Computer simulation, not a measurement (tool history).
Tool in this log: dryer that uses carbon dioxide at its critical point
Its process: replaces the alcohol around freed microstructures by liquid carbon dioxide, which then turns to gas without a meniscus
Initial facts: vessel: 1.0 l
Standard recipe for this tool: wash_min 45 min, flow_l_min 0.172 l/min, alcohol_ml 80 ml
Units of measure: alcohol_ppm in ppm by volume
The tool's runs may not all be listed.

| run | hour | wash_min | flow_l_min | alcohol_ml | alcohol_ppm |
|---|---|---|---|---|---|
| 1 | 0 | 45 | 0.172 | 80 | 113 |
| 2 | 11.2 | 45 | 0.172 | 80 | 106 |
| 3 | 20.6 | 45 | 0.172 | 80 | 110 |
| 4 | 29.5 | 45 | 0.172 | 80 | 120 |
| 5 | 36.6 | 45 | 0.172 | 80 | 118 |
| 6 | 48.5 | 45 | 0.172 | 80 | 122 |
| 7 | 61.1 | 72 | 0.172 | 80 | 56 |
| 8 | 67 | 72 | 0.172 | 80 | 63 |
| 9 | 75.2 | 45 | 0.164 | 80 | 158 |
| 10 | 82.3 | 45 | 0.164 | 80 | 150 |
| 11 | 94.1 | 45 | 0.172 | 58 | 125 |
| 12 | 99.6 | 45 | 0.172 | 58 | 119 |
| 13 | 109.9 | 45 | 0.172 | 58 | 116 |
| 14 | 120.2 | 45 | 0.172 | 58 | 117 |
| 15 | 131.9 | 45 | 0.155 | 58 | 192 |
| 16 | 142.3 | 45 | 0.172 | 32 | 101 |
| 17 | 150.7 | 45 | 0.172 | 32 | 111 |
| 18 | 158.4 | 54 | 0.204 | 33 | 77 |
| 19 | 163.8 | 45 | 0.172 | 86 | 162 |
| 20 | 172.2 | 45 | 0.172 | 29 | 103 |
| 21 | 177.6 | 45 | 0.231 | 103 | 92 |
| 22 | 188.7 | 56 | 0.172 | 79 | 98 |
| 23 | 196.5 | 56 | 0.172 | 79 | 98 |
| 24 | 207.2 | 27 | 0.209 | 23 | 209 |
| 25 | 220.4 | 37 | 0.172 | 90 | 389 |
| 26 | 231.7 | 34 | 0.226 | 21 | 105 |
| 27 | 240.2 | 34 | 0.226 | 21 | 114 |
| 28 | 250.6 | 34 | 0.226 | 21 | 108 |
| 29 | 263.1 | 71 | 0.226 | 22 | 95 |
| 30 | 274.5 | 71 | 0.226 | 22 | 104 |
| 31 | 280.5 | 35 | 0.148 | 65 | 754 |
| 32 | 288.2 | 35 | 0.148 | 65 | 762 |
| 33 | 294.9 | 32 | 0.217 | 25 | 152 |

Below are 3 alternative next runs, each starting from the tool's condition after run 33. Predict each:
| A | 304.2 | 45 | 0.234 | 80 | ? |
| B | 304.2 | 45 | 0.172 | 48 | ? |
| C | 304.2 | 39 | 0.14 | 35 | ? |

| run | alcohol_ppm |
|---|---|
| A | 109 |
| B | 153 |
| C | 389 |
With the hidden condition removed and each run's random variation left untouched, the same runs would have given:
| run | alcohol_ppm |
|---|---|
| A | 5 |
| B | 44 |
| C | 249 |
